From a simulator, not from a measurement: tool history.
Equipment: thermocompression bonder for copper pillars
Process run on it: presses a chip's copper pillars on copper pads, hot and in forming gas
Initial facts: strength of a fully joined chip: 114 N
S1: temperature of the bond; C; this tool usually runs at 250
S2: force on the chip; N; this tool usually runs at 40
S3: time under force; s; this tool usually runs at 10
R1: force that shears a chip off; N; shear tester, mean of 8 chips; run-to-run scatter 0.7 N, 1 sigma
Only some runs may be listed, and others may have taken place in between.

run   hour   S1  S2  S3    R1
  1    0.0  250  40  10  56.0
  2    4.5  250  40  10  55.3
  3   12.7  250  40  10  56.7
  4   19.9  233  40  10  46.7
  5   25.2  233  40  10  46.3
  6   29.1  233  40   7  40.0
  7   33.1  250  40  10  56.6
  8   39.7  250  40  10  55.4
  9   43.9  250  40  10  55.5
 10   51.2  250  40  10  55.5
 11   58.1  250  40  10  55.2
 12   66.0  250  40  10  55.2
 13   74.0  250  47  10  62.6
 14   80.7  250  47  10  63.9
 15   85.7  250  47  10  63.7
 16   89.5  250  47  10  62.5
 17   94.1  250  47  10  63.1
 18  102.4  250  47  10  63.5
 19  109.8  250  47  10  63.6
 20  114.7  279  40  10  71.6

Estimate the outcome of run 21 from the log above:
 21  118.8  250  34   8   ?

R1: 42.2 N
With the hidden condition absent and the run-to-run variation left alone, this run would have shown R1 44.0 N.
